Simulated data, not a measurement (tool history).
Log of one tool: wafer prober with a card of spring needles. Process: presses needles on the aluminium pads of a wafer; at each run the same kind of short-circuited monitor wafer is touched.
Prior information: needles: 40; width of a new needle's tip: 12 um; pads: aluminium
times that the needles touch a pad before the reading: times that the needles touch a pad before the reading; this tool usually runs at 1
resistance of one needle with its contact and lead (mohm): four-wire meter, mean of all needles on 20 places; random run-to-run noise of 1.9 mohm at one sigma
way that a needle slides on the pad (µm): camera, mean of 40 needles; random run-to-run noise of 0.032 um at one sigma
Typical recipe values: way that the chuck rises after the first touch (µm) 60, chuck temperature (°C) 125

run	hour	way that the chuck rises after the first touch (µm)	chuck temperature (°C)	times that the needles touch a pad before the reading	resistance of one needle with its contact and lead (mohm)	way that a needle slides on the pad (µm)
1	0.0	60	125	1	228	14.13
# hour 4.7: tips cleaned on abrasive film
# hour 32.2: tips cleaned on abrasive film
# hour 57.0: tips cleaned on abrasive film
2	57.0	60	125	1	205	14.11
# hour 81.9: tips cleaned on abrasive film
# hour 109.4: tips cleaned on abrasive film
3	115.6	60	125	1	214	14.08
# hour 137.2: tips cleaned on abrasive film
4	156.4	60	125	1	234	14.00
# hour 162.5: tips cleaned on abrasive film
# hour 191.1: tips cleaned on abrasive film
5	207.4	41	125	1	271	9.54
# hour 218.3: tips cleaned on abrasive film
# hour 245.0: tips cleaned on abrasive film
# hour 270.7: tips cleaned on abrasive film
6	286.0	41	125	2	243	9.47
# hour 295.8: tips cleaned on abrasive film
# hour 324.9: tips cleaned on abrasive film
7	326.1	41	125	2	218	9.41
# hour 351.1: tips cleaned on abrasive film
# hour 376.9: tips cleaned on abrasive film
# hour 401.3: tips cleaned on abrasive film
8	403.7	60	29	1	191	13.89
# hour 431.4: tips cleaned on abrasive film
# hour 448.6: tips cleaned on abrasive film, once more
9	455.8	60	29	1	205	13.83
# hour 478.6: tips cleaned on abrasive film
# hour 506.7: tips cleaned on abrasive film
10	522.8	60	29	1	219	13.85
# hour 533.9: tips cleaned on abrasive film
# hour 558.9: tips cleaned on abrasive film
# hour 587.1: tips cleaned on abrasive film
11	588.8	60	29	1	190	13.78
# hour 614.5: tips cleaned on abrasive film
# hour 641.6: tips cleaned on abrasive film
12	663.1	60	29	1	232	13.66
# hour 669.2: tips cleaned on abrasive film
# hour 696.9: tips cleaned on abrasive film
13	710.6	77	91	2	204	17.71
# hour 721.2: tips cleaned on abrasive film
# hour 746.9: tips cleaned on abrasive film
# hour 773.6: tips cleaned on abrasive film
14	784.0	77	91	2	203	17.62
# hour 799.7: tips cleaned on abrasive film
# hour 800.0: height of the first contact set anew
# hour 827.4: tips cleaned on abrasive film
15	834.3	77	60	1	201	18.20
# hour 853.5: tips cleaned on abrasive film
# hour 881.9: tips cleaned on abrasive film
# hour 909.4: tips cleaned on abrasive film
16	920.0	54	31	3	196	12.66
# hour 938.2: tips cleaned on abrasive film
# hour 964.7: tips cleaned on abrasive film
17	965.1	47	31	1	194	10.99
# hour 993.2: tips cleaned on abrasive film
# hour 1021.1: tips cleaned on abrasive film
18	1040.1	47	31	1	251	10.98
# hour 1046.1: tips cleaned on abrasive film
# hour 1072.5: tips cleaned on abrasive film
19	1091.3	49	44	3	210	11.37
# hour 1101.0: tips cleaned on abrasive film
# hour 1126.1: tips cleaned on abrasive film
# hour 1154.8: tips cleaned on abrasive film
20	1162.4	49	44	3	196	11.31
# hour 1183.2: tips cleaned on abrasive film
# hour 1209.2: tips cleaned on abrasive film
# hour 1237.4: tips cleaned on abrasive film
21	1245.1	49	74	1	230	11.27
# hour 1265.5: tips cleaned on abrasive film
# hour 1292.1: tips cleaned on abrasive film
# hour 1320.7: tips cleaned on abrasive film
22	1321.9	49	74	1	209	11.18
# hour 1350.1: tips cleaned on abrasive film
# hour 1374.8: tips cleaned on abrasive film
23	1389.4	60	54	2	210	13.78

Branching from run 23: 5 alternative next runs. What would each branch give?
# hour 1401.0: tips cleaned on abrasive film
# hour 1428.3: tips cleaned on abrasive film
# hour 1453.3: tips cleaned on abrasive film
# hour 1477.9: tips cleaned on abrasive film
A	1477.9	60	35	2	?	?
# hour 1401.0: tips cleaned on abrasive film
# hour 1428.3: tips cleaned on abrasive film
# hour 1453.3: tips cleaned on abrasive film
# hour 1477.9: tips cleaned on abrasive film
B	1477.9	46	125	1	?	?
# hour 1401.0: tips cleaned on abrasive film
# hour 1428.3: tips cleaned on abrasive film
# hour 1453.3: tips cleaned on abrasive film
# hour 1477.9: tips cleaned on abrasive film
C	1477.9	69	54	1	?	?
# hour 1401.0: tips cleaned on abrasive film
# hour 1428.3: tips cleaned on abrasive film
# hour 1453.3: tips cleaned on abrasive film
# hour 1477.9: tips cleaned on abrasive film
D	1477.9	60	60	2	?	?
# hour 1401.0: tips cleaned on abrasive film
# hour 1428.3: tips cleaned on abrasive film
# hour 1453.3: tips cleaned on abrasive film
# hour 1477.9: tips cleaned on abrasive film
E	1477.9	60	125	1	?	?

run	resistance of one needle with its contact and lead (mohm)	way that a needle slides on the pad (µm)
A	188	13.70
B	215	10.37
C	186	15.85
D	191	13.69
E	206	13.72
With the hidden condition removed and each run's random variation left untouched, the same runs would have given:
run	resistance of one needle with its contact and lead (mohm)	way that a needle slides on the pad (µm)
A	183	14.17
B	204	10.85
C	180	16.32
D	186	14.16
E	199	14.19

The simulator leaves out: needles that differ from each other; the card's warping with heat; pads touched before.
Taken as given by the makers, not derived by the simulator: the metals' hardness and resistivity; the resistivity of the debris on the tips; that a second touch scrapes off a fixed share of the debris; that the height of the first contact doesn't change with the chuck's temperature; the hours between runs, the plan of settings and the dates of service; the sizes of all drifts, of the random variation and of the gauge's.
